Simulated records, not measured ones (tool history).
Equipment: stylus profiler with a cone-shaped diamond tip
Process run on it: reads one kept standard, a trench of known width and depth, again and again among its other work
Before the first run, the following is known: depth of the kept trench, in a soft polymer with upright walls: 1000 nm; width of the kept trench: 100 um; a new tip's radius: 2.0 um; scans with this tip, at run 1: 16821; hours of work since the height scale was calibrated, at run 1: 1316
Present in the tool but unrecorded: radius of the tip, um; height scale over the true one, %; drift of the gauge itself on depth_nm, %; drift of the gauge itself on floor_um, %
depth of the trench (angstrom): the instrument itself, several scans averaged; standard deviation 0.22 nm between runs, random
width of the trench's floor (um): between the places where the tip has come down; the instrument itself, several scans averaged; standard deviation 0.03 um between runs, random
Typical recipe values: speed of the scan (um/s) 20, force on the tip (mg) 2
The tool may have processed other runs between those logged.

run   hour  speed of the scan (um/s)  force on the tip (mg)  scans with this tip  hours of work since the height scale was calibrated  depth of the trench (angstrom)  width of the trench's floor (um)
  1      0                        20                      2                16821                                                 1316                         10027.7                             94.24
  2   57.4                        20                      2                17136                                                 1341                         10031.1                              94.2
  3   94.2                        20                      2                17338                                                 1356                         10030.3                             94.24
  4  123.5                        20                      2                17499                                                 1369                         10028.9                             94.16
  5  174.4                        20                   0.75                17778                                                 1391                         10006.3                             94.02
  6  199.8                        20                   0.75                17918                                                 1402                         10006.7                             94.05
  7  223.9                        20                   5.31                18050                                                 1412                         10067.1                             94.21
  8  271.4                        20                   5.31                18310                                                 1433                         10069.4                              94.1
  9  319.7                        20                   5.31                18575                                                 1453                         10068.2                             94.12
 10  371.1                        20                   5.31                18857                                                 1475                         10064.4                             94.05
 11  404.7                         8                   2.94                19042                                                 1490                         10038.1                             94.13
 12  441.3                        19                   0.93                19243                                                 1505                         10008.4                             93.98
     459.8  -- new tip fitted, height scale calibrated
 13  473.5                        78                    1.4                   75                                                    6                         10035.9                             95.87
 14  500.9                        78                    1.4                  226                                                   18                         10039.2                              95.9
 15  539.8                         9                   5.15                  439                                                   34                         10087.4                             96.41
 16  564.3                         9                   5.15                  573                                                   45                         10086.2                             96.42
 17    605                        22                   4.17                  797                                                   62                         10075.2                             96.31
 18    655                        20                   3.34                 1071                                                   84                         10067.9                             96.27
 19  713.6                        12                   0.68                 1393                                                  109                         10021.4                             96.19
 20  752.6                         8                   3.84                 1607                                                  126                         10068.6                             96.27

Forecast each of these 3 alternatives for the next run:
  A  794.3                        25                   1.16                 1836                                                  144                               ?                                 ?
  B  794.3                        54                   2.09                 1836                                                  144                               ?                                 ?
  C  794.3                        23                   2.65                 1836                                                  144                               ?                                 ?

run  depth of the trench (angstrom)  width of the trench's floor (um)
  A                           10030                             96.01
  B                           10046                             95.87
  C                         10059.7                             96.07
With the hidden condition removed and each run's random variation left untouched, the same runs would have given:
run  depth of the trench (angstrom)  width of the trench's floor (um)
  A                           10030                              96.3
  B                           10046                             96.16
  C                         10059.7                             96.36

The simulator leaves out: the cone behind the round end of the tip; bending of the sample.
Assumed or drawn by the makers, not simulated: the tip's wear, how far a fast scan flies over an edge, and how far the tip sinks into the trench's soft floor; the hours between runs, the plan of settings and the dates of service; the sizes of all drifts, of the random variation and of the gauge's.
